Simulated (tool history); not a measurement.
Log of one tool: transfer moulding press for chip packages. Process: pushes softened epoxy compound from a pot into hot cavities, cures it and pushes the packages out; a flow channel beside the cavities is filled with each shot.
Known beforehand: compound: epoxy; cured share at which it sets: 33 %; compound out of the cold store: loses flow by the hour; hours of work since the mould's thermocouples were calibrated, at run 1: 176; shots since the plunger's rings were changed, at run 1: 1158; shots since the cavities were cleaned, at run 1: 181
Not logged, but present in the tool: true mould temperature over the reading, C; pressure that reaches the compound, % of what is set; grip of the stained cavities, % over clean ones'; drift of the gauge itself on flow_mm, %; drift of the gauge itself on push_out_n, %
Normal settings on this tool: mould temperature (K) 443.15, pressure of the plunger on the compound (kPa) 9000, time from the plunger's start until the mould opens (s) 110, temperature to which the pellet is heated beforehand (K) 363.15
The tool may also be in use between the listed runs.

| run | hour | mould temperature (K) | pressure of the plunger on the compound (kPa) | time from the plunger's start until the mould opens (s) | temperature to which the pellet is heated beforehand (K) | hours of work since the mould's thermocouples were calibrated | shots since the plunger's rings were changed | shots since the cavities were cleaned | incoming compound's hours out of the cold store | length that the compound runs in the flow channel (mm) | greatest force on the pins that push the packages out (N) |
|---|---|---|---|---|---|---|---|---|---|---|---|
| 1 | 0.0 | 443.15 | 9000 | 110 | 363.15 | 176 | 1158 | 181 | 28.5 | 859 | 509 |
| 2 | 29.4 | 443.15 | 9000 | 110 | 369.15 | 193 | 1424 | 447 | 38.0 | 817 | 615 |
| 3 | 52.3 | 443.15 | 9000 | 110 | 366.15 | 207 | 1630 | 653 | 35.3 | 826 | 654 |
|  | 68.3 | cavities cleaned with cleaning compound and waxed |
| 4 | 76.5 | 443.15 | 9000 | 109 | 363.15 | 220 | 1834 | 73 | 22.8 | 858 | 423 |
| 5 | 95.4 | 443.15 | 9000 | 110 | 363.15 | 231 | 2005 | 244 | 27.9 | 853 | 531 |
| 6 | 132.2 | 443.15 | 9000 | 110 | 363.15 | 252 | 2338 | 577 | 23.3 | 860 | 698 |
| 7 | 149.5 | 443.15 | 9000 | 110 | 363.15 | 262 | 2493 | 732 | 42.5 | 804 | 684 |
|  | 159.8 | cavities cleaned with cleaning compound and waxed |
| 8 | 187.1 | 443.15 | 9000 | 110 | 353.15 | 284 | 2819 | 246 | 35.2 | 819 | 527 |
| 9 | 213.5 | 443.15 | 9000 | 110 | 353.15 | 299 | 3057 | 484 | 24.7 | 852 | 631 |
| 10 | 244.3 | 443.15 | 9000 | 110 | 368.15 | 317 | 3335 | 762 | 20.5 | 862 | 703 |
|  | 248.9 | cavities cleaned with cleaning compound and waxed |
| 11 | 266.4 | 443.15 | 9000 | 110 | 368.15 | 329 | 3521 | 158 | 33.9 | 814 | 467 |
| 12 | 301.9 | 443.15 | 9000 | 110 | 368.15 | 350 | 3841 | 478 | 36.4 | 817 | 615 |
|  | 305.8 | mould's thermocouples calibrated |
| 13 | 335.8 | 443.15 | 6890 | 110 | 363.15 | 17 | 4129 | 766 | 31.4 | 717 | 693 |
|  | 339.5 | cavities cleaned with cleaning compound and waxed |
| 14 | 354.2 | 443.15 | 6890 | 110 | 363.15 | 27 | 4282 | 133 | 14.5 | 756 | 459 |
|  | 366.7 | mould's thermocouples calibrated, once more |
| 15 | 384.3 | 443.15 | 9000 | 120 | 363.15 | 10 | 4535 | 386 | 39.0 | 780 | 545 |
| 16 | 414.8 | 446.15 | 6920 | 116 | 359.15 | 28 | 4810 | 661 | 12.9 | 754 | 632 |
|  | 429.9 | cavities cleaned with cleaning compound and waxed |
|  | 447.1 | plunger's sealing rings changed |
| 17 | 455.7 | 446.15 | 6920 | 116 | 359.15 | 50 | 78 | 210 | 21.8 | 755 | 459 |
| 18 | 490.7 | 446.15 | 6920 | 116 | 359.15 | 70 | 395 | 527 | 29.3 | 739 | 563 |
|  | 520.6 | cavities cleaned with cleaning compound and waxed |
| 19 | 526.1 | 446.15 | 7210 | 116 | 359.15 | 90 | 700 | 49 | 16.9 | 785 | 346 |
| 20 | 546.6 | 446.15 | 7210 | 116 | 359.15 | 102 | 885 | 234 | 43.5 | 722 | 464 |
| 21 | 577.2 | 446.15 | 7210 | 116 | 359.15 | 120 | 1162 | 511 | 13.7 | 795 | 569 |
| 22 | 594.3 | 446.15 | 7210 | 116 | 359.15 | 130 | 1315 | 664 | 16.8 | 795 | 612 |
|  | 611.5 | cavities cleaned with cleaning compound and waxed |
| 23 | 633.2 | 446.15 | 7210 | 116 | 359.15 | 151 | 1653 | 196 | 11.9 | 807 | 452 |
| 24 | 660.2 | 443.15 | 7610 | 110 | 358.15 | 167 | 1897 | 440 | 9.5 | 833 | 616 |
| 25 | 686.7 | 443.15 | 9040 | 110 | 363.15 | 183 | 2136 | 679 | 16.6 | 882 | 715 |
|  | 700.2 | cavities cleaned with cleaning compound and waxed |
| 26 | 722.9 | 436.15 | 10630 | 110 | 363.15 | 203 | 2449 | 205 | 13.5 | 986 | 682 |
| 27 | 759.9 | 436.15 | 10630 | 110 | 363.15 | 225 | 2783 | 539 | 38.7 | 904 | 873 |
|  | 790.3 | cavities cleaned with cleaning compound and waxed |
| 28 | 792.1 | 443.15 | 9370 | 135 | 363.15 | 242 | 3060 | 16 | 29.7 | 847 | 353 |

Alternative continuations, all from the tool just after run 28; predict every row:
| A | 822.6 | 443.15 | 10010 | 118 | 360.15 | 260 | 3335 | 291 | 30.1 | ? | ? |
| B | 822.6 | 443.15 | 8880 | 135 | 364.15 | 260 | 3335 | 291 | 17.0 | ? | ? |
| C | 822.6 | 438.15 | 9370 | 93 | 368.15 | 260 | 3335 | 291 | 12.4 | ? | ? |
| D | 822.6 | 443.15 | 9000 | 119 | 363.15 | 260 | 3335 | 291 | 12.9 | ? | ? |

| run | length that the compound runs in the flow channel (mm) | greatest force on the pins that push the packages out (N) |
|---|---|---|
| A | 876 | 515 |
| B | 852 | 486 |
| C | 916 | 944 |
| D | 889 | 528 |
What these runs would have given with no unlogged condition in the tool:
| run | length that the compound runs in the flow channel (mm) | greatest force on the pins that push the packages out (N) |
|---|---|---|
| A | 909 | 333 |
| B | 884 | 316 |
| C | 950 | 613 |
| D | 922 | 343 |
